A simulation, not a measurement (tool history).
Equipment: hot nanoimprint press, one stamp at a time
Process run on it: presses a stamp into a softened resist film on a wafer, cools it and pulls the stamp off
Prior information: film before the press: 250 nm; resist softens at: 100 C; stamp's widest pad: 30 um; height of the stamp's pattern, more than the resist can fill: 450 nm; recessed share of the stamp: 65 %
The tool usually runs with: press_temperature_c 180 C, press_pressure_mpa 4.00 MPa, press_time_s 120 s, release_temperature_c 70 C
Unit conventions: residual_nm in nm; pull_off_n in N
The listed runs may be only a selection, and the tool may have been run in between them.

run	hour	press_temperature_c	press_pressure_mpa	press_time_s	release_temperature_c	residual_nm	pull_off_n
1	0.0	180	4.00	120	70	138.1	124
2	42.4	180	4.00	120	70	139.0	119
# hour 100.5: press's hydraulic seals changed and the load cell set to zero
3	100.5	180	4.00	120	70	135.9	121
# hour 108.7: plate thermocouple calibrated
4	129.3	180	4.00	120	70	137.6	123
5	157.9	180	4.00	120	70	136.9	122
6	198.6	180	4.00	120	70	139.3	121
7	254.6	180	4.00	120	70	140.5	124
8	297.5	181	4.00	120	70	133.2	125
9	336.6	181	4.00	120	70	131.9	128
10	388.1	181	4.00	120	70	133.1	130
# hour 429.9: plate thermocouple calibrated, once more
11	440.4	176	5.61	120	56	131.9	152
12	487.5	176	5.61	120	56	133.2	151
# hour 506.4: stamp cleaned and given a new release coat
13	549.3	175	4.16	120	56	160.2	137
14	576.3	180	5.80	120	57	113.7	139
15	624.1	180	5.80	120	57	112.4	142

3 options for the next run, each taken on its own from the tool as it stands now. Forecast them:
A	650.9	180	5.80	85	70	?	?
B	650.9	180	4.00	129	70	?	?
C	650.9	179	2.52	120	77	?	?

run	residual_nm	pull_off_n
A	125.9	120
B	131.6	123
C	168.0	110
The same runs, with their run-to-run variation unchanged, on a tool lacking any hidden condition would have given:
run	residual_nm	pull_off_n
A	121.5	117
B	127.6	119
C	164.2	106
